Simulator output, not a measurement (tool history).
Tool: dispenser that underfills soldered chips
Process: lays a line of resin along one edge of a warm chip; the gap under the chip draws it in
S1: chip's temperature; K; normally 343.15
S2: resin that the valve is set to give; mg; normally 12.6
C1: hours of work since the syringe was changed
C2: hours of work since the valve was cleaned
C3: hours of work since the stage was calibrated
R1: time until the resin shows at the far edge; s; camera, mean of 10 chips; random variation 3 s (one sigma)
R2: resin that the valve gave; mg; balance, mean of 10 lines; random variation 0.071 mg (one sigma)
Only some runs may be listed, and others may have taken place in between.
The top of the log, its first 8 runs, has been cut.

run	hour	S1	S2	C1	C2	C3	R1	R2
# hour 54.3: new syringe of resin
9	57.4	339.15	12.6	2	13	165	404.8	12.5
# hour 61.9: new syringe of resin
10	62.2	343.15	12.6	0	17	168	304.5	12.49
11	66.3	343.15	13.6	4	20	171	357.8	13.4
# hour 69.1: new syringe of resin
12	73.3	343.15	13.6	3	25	177	351	13.38
# hour 76.4: new syringe of resin
13	80.7	343.15	13.6	3	31	182	353.2	13.36
# hour 83.7: new syringe of resin
14	85.1	343.15	12.4	1	34	186	316.5	12.09
# hour 91.2: new syringe of resin
15	93.8	343.15	10.9	2	41	192	342.7	10.58
# hour 98.5: new syringe of resin
16	102.4	343.15	16.4	3	47	199	343.4	15.72
# hour 105.9: new syringe of resin
17	108.4	343.15	16.4	2	52	203	309.9	15.74

Estimate the outcome of run 18 from the log above:
# hour 113.5: new syringe of resin
18	114.5	338.15	15.4	1	57	208	?	?

{"run 18": {"R1": 363.1, "R2": 14.63}}
Without the tool's hidden state the same run would have given R1 358.2 s, R2 15.34 mg.
